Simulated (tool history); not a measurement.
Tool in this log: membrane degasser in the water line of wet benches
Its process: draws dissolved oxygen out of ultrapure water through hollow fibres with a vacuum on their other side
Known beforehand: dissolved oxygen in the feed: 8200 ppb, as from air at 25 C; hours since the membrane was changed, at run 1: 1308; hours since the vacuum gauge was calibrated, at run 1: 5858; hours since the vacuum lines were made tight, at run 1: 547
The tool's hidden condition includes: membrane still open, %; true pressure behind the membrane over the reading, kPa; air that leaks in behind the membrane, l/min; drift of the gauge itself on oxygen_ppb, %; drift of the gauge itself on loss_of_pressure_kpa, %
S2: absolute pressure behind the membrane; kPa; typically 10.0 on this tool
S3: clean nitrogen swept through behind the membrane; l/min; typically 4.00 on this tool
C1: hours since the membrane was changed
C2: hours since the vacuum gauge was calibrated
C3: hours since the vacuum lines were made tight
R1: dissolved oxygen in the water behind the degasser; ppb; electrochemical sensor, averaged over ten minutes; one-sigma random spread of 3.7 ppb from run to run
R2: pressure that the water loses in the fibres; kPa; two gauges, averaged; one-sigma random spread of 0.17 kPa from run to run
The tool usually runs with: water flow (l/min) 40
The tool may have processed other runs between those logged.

{"run": 1, "hour": 0.0, "water flow (l/min)": 40, "S2": 10.0, "S3": 4.0, "C1": 1308, "C2": 5858, "C3": 547, "R1": 387.7, "R2": 29.81}
{"run": 2, "hour": 66.3, "water flow (l/min)": 40, "S2": 10.0, "S3": 4.0, "C1": 1374, "C2": 5925, "C3": 613, "R1": 381.5, "R2": 30.22}
{"run": 3, "hour": 121.7, "water flow (l/min)": 40, "S2": 10.0, "S3": 4.0, "C1": 1429, "C2": 5980, "C3": 669, "R1": 384.6, "R2": 29.6}
{"run": 4, "hour": 172.5, "water flow (l/min)": 53, "S2": 10.0, "S3": 4.0, "C1": 1480, "C2": 6031, "C3": 720, "R1": 635.4, "R2": 39.53}
{"run": 5, "hour": 214.4, "water flow (l/min)": 53, "S2": 10.0, "S3": 4.0, "C1": 1522, "C2": 6073, "C3": 762, "R1": 640.0, "R2": 39.58}
{"run": 6, "hour": 278.1, "water flow (l/min)": 40, "S2": 10.0, "S3": 4.0, "C1": 1586, "C2": 6137, "C3": 825, "R1": 395.1, "R2": 30.17}
{"hour": 284.2, "done": "vacuum gauge calibrated"}
{"run": 7, "hour": 323.4, "water flow (l/min)": 40, "S2": 10.0, "S3": 4.0, "C1": 1631, "C2": 39, "C3": 870, "R1": 396.6, "R2": 29.89}
{"run": 8, "hour": 383.7, "water flow (l/min)": 40, "S2": 10.0, "S3": 4.0, "C1": 1691, "C2": 99, "C3": 930, "R1": 392.9, "R2": 30.07}
{"run": 9, "hour": 421.7, "water flow (l/min)": 40, "S2": 9.9, "S3": 4.94, "C1": 1729, "C2": 138, "C3": 968, "R1": 363.0, "R2": 30.01}
{"run": 10, "hour": 471.5, "water flow (l/min)": 28, "S2": 23.8, "S3": 4.0, "C1": 1779, "C2": 187, "C3": 1018, "R1": 419.0, "R2": 21.07}
{"run": 11, "hour": 503.6, "water flow (l/min)": 28, "S2": 13.6, "S3": 4.0, "C1": 1811, "C2": 219, "C3": 1050, "R1": 261.5, "R2": 21.01}
{"run": 12, "hour": 559.4, "water flow (l/min)": 28, "S2": 9.3, "S3": 4.0, "C1": 1867, "C2": 275, "C3": 1106, "R1": 191.8, "R2": 20.84}
{"run": 13, "hour": 621.5, "water flow (l/min)": 28, "S2": 9.3, "S3": 4.0, "C1": 1929, "C2": 337, "C3": 1168, "R1": 191.9, "R2": 20.87}
{"hour": 628.4, "done": "vacuum gauge calibrated, once more"}
{"run": 14, "hour": 652.6, "water flow (l/min)": 28, "S2": 9.3, "S3": 4.0, "C1": 1959, "C2": 24, "C3": 1199, "R1": 184.9, "R2": 20.92}
{"run": 15, "hour": 703.9, "water flow (l/min)": 40, "S2": 8.1, "S3": 1.73, "C1": 2011, "C2": 76, "C3": 1250, "R1": 466.5, "R2": 29.72}

Each run again, without the hidden state but with its own random variation kept:
run=1 R1=367.2 R2=29.40
run=2 R1=360.7 R2=29.80
run=3 R1=363.2 R2=29.16
run=4 R1=604.4 R2=38.93
run=5 R1=608.3 R2=38.95
run=6 R1=371.6 R2=29.68
run=7 R1=370.4 R2=29.39
run=8 R1=366.4 R2=29.55
run=9 R1=338.2 R2=29.47
run=10 R1=402.7 R2=20.69
run=11 R1=244.9 R2=20.62
run=12 R1=174.8 R2=20.44
run=13 R1=174.7 R2=20.46
run=14 R1=176.8 R2=20.50
run=15 R1=448.7 R2=29.10
